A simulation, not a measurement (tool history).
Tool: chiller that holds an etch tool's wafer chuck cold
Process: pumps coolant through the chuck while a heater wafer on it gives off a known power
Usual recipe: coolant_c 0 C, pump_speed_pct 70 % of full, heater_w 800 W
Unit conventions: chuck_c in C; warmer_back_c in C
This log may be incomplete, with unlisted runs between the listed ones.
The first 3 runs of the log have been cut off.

| run | day | coolant_c | pump_speed_pct | heater_w | chuck_c | warmer_back_c |
|---|---|---|---|---|---|---|
| 4 | 18.904 | 0 | 70 | 622 | 6.5 | 3.19 |
| 5 | 25.183 | 0 | 70 | 622 | 6.7 | 3.15 |
| 6 | 31.658 | 0 | 70 | 1089 | 11.6 | 5.55 |
| 7 | 36.625 | 2 | 70 | 800 | 10.4 | 4.08 |
| 8 | 41.308 | 2 | 70 | 800 | 10.4 | 4.07 |
| 9 | 49.45 | 2 | 70 | 800 | 10.4 | 4.04 |
| 10 | 57.454 | 2 | 70 | 800 | 10.6 | 4.08 |
| 11 | 61.238 | 2 | 70 | 800 | 10.4 | 4.08 |
| 12 | 65.429 | 2 | 70 | 800 | 10.6 | 4.09 |
|  | 70.742 | chiller's thermometer calibrated |
| 13 | 71.433 | 2 | 70 | 800 | 10.4 | 4.06 |
| 14 | 75.096 | 2 | 70 | 800 | 10.5 | 4.11 |
| 15 | 80.458 | 2 | 70 | 800 | 10.4 | 4.05 |

Run 16 has not been measured yet. What should we expect?
| 16 | 86.667 | 2 | 70 | 800 | ? | ? |

Run 16 produced chuck_c 10.3 C, warmer_back_c 4.06 C.
Without the tool's hidden state the same run would have given chuck_c 10.3 C, warmer_back_c 4.06 C.
